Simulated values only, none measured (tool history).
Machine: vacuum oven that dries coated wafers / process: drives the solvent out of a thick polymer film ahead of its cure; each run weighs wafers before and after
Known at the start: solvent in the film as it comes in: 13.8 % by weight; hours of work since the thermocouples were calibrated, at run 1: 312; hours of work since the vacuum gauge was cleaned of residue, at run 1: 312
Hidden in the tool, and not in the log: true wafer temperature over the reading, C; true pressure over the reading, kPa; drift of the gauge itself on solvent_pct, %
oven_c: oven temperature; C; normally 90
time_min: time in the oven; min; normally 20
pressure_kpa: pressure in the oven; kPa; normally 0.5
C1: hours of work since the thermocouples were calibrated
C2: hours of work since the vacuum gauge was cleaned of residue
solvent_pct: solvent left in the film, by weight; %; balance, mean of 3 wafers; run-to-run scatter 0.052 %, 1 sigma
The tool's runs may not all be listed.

run 1 hour=0 | oven_c=90 time_min=20 pressure_kpa=0.5 | C1=312 C2=312 | solvent_pct=1.63
run 2 hour=17.9 | oven_c=90 time_min=20 pressure_kpa=0.5 | C1=323 C2=323 | solvent_pct=1.75
run 3 hour=29.3 | oven_c=90 time_min=20 pressure_kpa=0.5 | C1=330 C2=330 | solvent_pct=1.72
run 4 hour=47.6 | oven_c=90 time_min=20 pressure_kpa=0.5 | C1=342 C2=342 | solvent_pct=1.57
run 5 hour=66.3 | oven_c=90 time_min=20 pressure_kpa=0.5 | C1=353 C2=353 | solvent_pct=1.61
run 6 hour=83.2 | oven_c=90 time_min=20 pressure_kpa=0.5 | C1=364 C2=364 | solvent_pct=1.65
run 7 hour=93.5 | oven_c=90 time_min=20 pressure_kpa=0.318 | C1=370 C2=370 | solvent_pct=1.55
run 8 hour=107.7 | oven_c=90 time_min=16 pressure_kpa=0.5 | C1=379 C2=379 | solvent_pct=2.41
run 9 hour=116.4 | oven_c=90 time_min=16 pressure_kpa=0.971 | C1=385 C2=385 | solvent_pct=2.63
run 10 hour=127.8 | oven_c=90 time_min=16 pressure_kpa=0.971 | C1=392 C2=392 | solvent_pct=2.59
run 11 hour=140.5 | oven_c=90 time_min=36 pressure_kpa=0.5 | C1=400 C2=400 | solvent_pct=0.6
run 12 hour=154.1 | oven_c=90 time_min=36 pressure_kpa=0.5 | C1=408 C2=408 | solvent_pct=0.67
run 13 hour=165.2 | oven_c=90 time_min=36 pressure_kpa=0.5 | C1=415 C2=415 | solvent_pct=0.61
run 14 hour=174.6 | oven_c=90 time_min=36 pressure_kpa=0.5 | C1=421 C2=421 | solvent_pct=0.64
run 15 hour=186 | oven_c=90 time_min=20 pressure_kpa=0.5 | C1=428 C2=428 | solvent_pct=1.69
run 16 hour=200.1 | oven_c=90 time_min=20 pressure_kpa=0.5 | C1=437 C2=437 | solvent_pct=1.72
run 17 hour=207.8 | oven_c=90 time_min=20 pressure_kpa=1.236 | C1=442 C2=442 | solvent_pct=2.06
run 18 hour=222.9 | oven_c=90 time_min=20 pressure_kpa=1.236 | C1=451 C2=451 | solvent_pct=2.11
run 19 hour=231.9 | oven_c=90 time_min=20 pressure_kpa=1.236 | C1=457 C2=457 | solvent_pct=2
run 20 hour=241 | oven_c=90 time_min=20 pressure_kpa=1.236 | C1=462 C2=462 | solvent_pct=2.06
run 21 hour=251.7 | oven_c=90 time_min=20 pressure_kpa=1.236 | C1=469 C2=469 | solvent_pct=2.06
run 22 hour=265.7 | oven_c=87 time_min=20 pressure_kpa=1.236 | C1=478 C2=478 | solvent_pct=2.78
run 23 hour=277.6 | oven_c=87 time_min=20 pressure_kpa=1.236 | C1=485 C2=485 | solvent_pct=2.76
run 24 hour=287.5 | oven_c=87 time_min=20 pressure_kpa=1.236 | C1=491 C2=491 | solvent_pct=2.83
run 25 hour=302.8 | oven_c=90 time_min=25 pressure_kpa=1.145 | C1=501 C2=501 | solvent_pct=1.61
run 26 hour=312 | oven_c=90 time_min=25 pressure_kpa=1.145 | C1=506 C2=506 | solvent_pct=1.53
run 27 hour=327.1 | oven_c=90 time_min=25 pressure_kpa=1.145 | C1=516 C2=516 | solvent_pct=1.52
run 28 hour=339.8 | oven_c=93 time_min=20 pressure_kpa=0.331 | C1=524 C2=524 | solvent_pct=1.04
run 29 hour=357.7 | oven_c=93 time_min=20 pressure_kpa=0.331 | C1=535 C2=535 | solvent_pct=1.19
run 30 hour=367.6 | oven_c=93 time_min=15 pressure_kpa=0.374 | C1=541 C2=541 | solvent_pct=1.95
run 31 hour=379.5 | oven_c=78 time_min=12 pressure_kpa=0.71 | C1=549 C2=549 | solvent_pct=6.88
run 32 hour=389.6 | oven_c=94 time_min=18 pressure_kpa=1.841 | C1=555 C2=555 | solvent_pct=1.93
run 33 hour=400.1 | oven_c=101 time_min=20 pressure_kpa=0.359 | C1=561 C2=561 | solvent_pct=0.4
run 34 hour=416.2 | oven_c=91 time_min=20 pressure_kpa=0.5 | C1=571 C2=571 | solvent_pct=1.6
run 35 hour=429 | oven_c=91 time_min=20 pressure_kpa=0.5 | C1=579 C2=579 | solvent_pct=1.56
run 36 hour=442.7 | oven_c=91 time_min=20 pressure_kpa=0.5 | C1=588 C2=588 | solvent_pct=1.61
run 37 hour=461.3 | oven_c=87 time_min=34 pressure_kpa=0.5 | C1=600 C2=600 | solvent_pct=1
run 38 hour=470.3 | oven_c=97 time_min=14 pressure_kpa=0.751 | C1=605 C2=605 | solvent_pct=1.56
run 39 hour=480.2 | oven_c=90 time_min=26 pressure_kpa=0.5 | C1=611 C2=611 | solvent_pct=1.23
run 40 hour=490 | oven_c=82 time_min=26 pressure_kpa=0.471 | C1=617 C2=617 | solvent_pct=2.74
run 41 hour=498.2 | oven_c=82 time_min=26 pressure_kpa=0.471 | C1=623 C2=623 | solvent_pct=2.84
run 42 hour=516.2 | oven_c=91 time_min=25 pressure_kpa=0.29 | C1=634 C2=634 | solvent_pct=0.97
run 43 hour=526 | oven_c=94 time_min=17 pressure_kpa=0.781 | C1=640 C2=640 | solvent_pct=1.67
run 44 hour=541.2 | oven_c=94 time_min=17 pressure_kpa=0.781 | C1=649 C2=649 | solvent_pct=1.6
run 45 hour=559.7 | oven_c=104 time_min=11 pressure_kpa=0.404 | C1=661 C2=661 | solvent_pct=1.01
run 46 hour=576.2 | oven_c=82 time_min=21 pressure_kpa=0.964 | C1=671 C2=671 | solvent_pct=3.88

5 options for the next run, each taken on its own from the tool as it stands now. Forecast them:
run A hour=591.1 | oven_c=95 time_min=12 pressure_kpa=0.5 | C1=681 C2=681 | solvent_pct=?
run B hour=591.1 | oven_c=93 time_min=15 pressure_kpa=0.318 | C1=681 C2=681 | solvent_pct=?
run C hour=591.1 | oven_c=90 time_min=20 pressure_kpa=0.393 | C1=681 C2=681 | solvent_pct=?
run D hour=591.1 | oven_c=102 time_min=21 pressure_kpa=1.838 | C1=681 C2=681 | solvent_pct=?
run E hour=591.1 | oven_c=80 time_min=15 pressure_kpa=0.5 | C1=681 C2=681 | solvent_pct=?

run=A solvent_pct=2.36
run=B solvent_pct=2.05
run=C solvent_pct=1.72
run=D solvent_pct=0.84
run=E solvent_pct=5.5
What these runs would have given with no unlogged condition in the tool:
run=A solvent_pct=1.98
run=B solvent_pct=1.68
run=C solvent_pct=1.35
run=D solvent_pct=0.68
run=E solvent_pct=5.01
